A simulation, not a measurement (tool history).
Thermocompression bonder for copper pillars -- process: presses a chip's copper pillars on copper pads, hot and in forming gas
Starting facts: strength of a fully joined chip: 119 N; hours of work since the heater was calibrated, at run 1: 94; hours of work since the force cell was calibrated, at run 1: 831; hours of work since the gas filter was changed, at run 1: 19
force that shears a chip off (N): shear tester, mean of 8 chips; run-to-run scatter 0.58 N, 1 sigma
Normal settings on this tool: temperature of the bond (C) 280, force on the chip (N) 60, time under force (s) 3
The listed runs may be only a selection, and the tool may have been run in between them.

run,hour,temperature of the bond (C),force on the chip (N),time under force (s),hours of work since the heater was calibrated,hours of work since the force cell was calibrated,hours of work since the gas filter was changed,force that shears a chip off (N)
1,0,280,60,3,94,831,19,47.6
2,28.8,280,60,3,113,850,38,48.2
3,64.6,280,60,3,137,874,61,48.7
4,99.6,280,60,3,160,897,84,49.3
5,130.5,280,60,3,180,917,105,48.1
6,152.7,280,60,3,194,931,119,48.6
7,183.4,280,60,3,215,952,139,48.6
8,208.7,265,60,3,231,968,156,40.4
9,226,265,60,3,242,979,167,40.9
10,247.9,265,56,3,257,994,182,38.8
11,265.9,265,56,3,269,1006,193,38.4
12,295.2,265,56,3,288,1025,213,38.8
13,324.3,280,60,3,307,1044,232,48
14,353.4,280,60,3,326,1063,251,47.9
15,385,280,60,3,347,1084,271,48.1
16,420.8,280,60,3,370,1107,295,46.8
17,443.2,280,43,3,385,1122,310,37.6
18,461.1,280,43,3,397,1134,321,37.6
19,482.9,292,43,3,411,1148,336,43.1
20,509.9,292,43,3,429,1166,353,43
21,528.1,292,43,3,441,1178,365,43.6
22,555.8,291,48,3,459,1196,383,46.6
23,596.3,282,88,7,485,1222,410,76.8
# hour 599.2: forming gas filter changed
24,625.6,282,88,3,504,1241,17,66.1
25,661,280,60,3,527,1264,41,50.1
26,693.7,265,60,4,549,1286,62,46.8
27,733.3,264,65,2,575,1312,88,38.3
28,761.3,270,36,3,593,1330,106,30.5
29,783.9,265,60,5,608,1345,121,51
30,803.1,265,60,5,621,1358,134,51.3
31,841.8,262,43,8,646,1383,159,46.4
32,872.6,303,50,2,666,1403,179,48.7
33,905.6,291,75,2,688,1425,201,55.4
34,924.8,297,48,3,700,1437,214,51.3
35,947.4,272,48,3,715,1452,228,37.6
36,967.2,272,48,3,728,1465,241,39
37,985.1,280,83,3,740,1477,253,59.4
38,1022.7,263,46,6,765,1502,278,43.7
39,1056.8,263,46,6,787,1524,300,44.8

What would each run have given without the hidden state, its run-to-run variation left as it was?
Hidden state present: true temperature of the bond over the reading, C; force that reaches the chip, % of what is set; oxide that the forming gas leaves, % of the face; drift of the gauge itself on shear_n, %.
run,force that shears a chip off (N)
1,48.4
2,49.1
3,49.8
4,50.6
5,49.4
6,50
7,50.2
8,41.7
9,42.3
10,40.1
11,39.8
12,40.3
13,50.1
14,50
15,50.4
16,49.2
17,39.7
18,39.7
19,45.7
20,45.6
21,46.3
22,49.7
23,82.5
24,65.5
25,49.7
26,46.4
27,37.9
28,30.3
29,50.9
30,51.2
31,46.4
32,49.4
33,56.3
34,52.2
35,38
36,39.5
37,60.6
38,44.3
39,45.6

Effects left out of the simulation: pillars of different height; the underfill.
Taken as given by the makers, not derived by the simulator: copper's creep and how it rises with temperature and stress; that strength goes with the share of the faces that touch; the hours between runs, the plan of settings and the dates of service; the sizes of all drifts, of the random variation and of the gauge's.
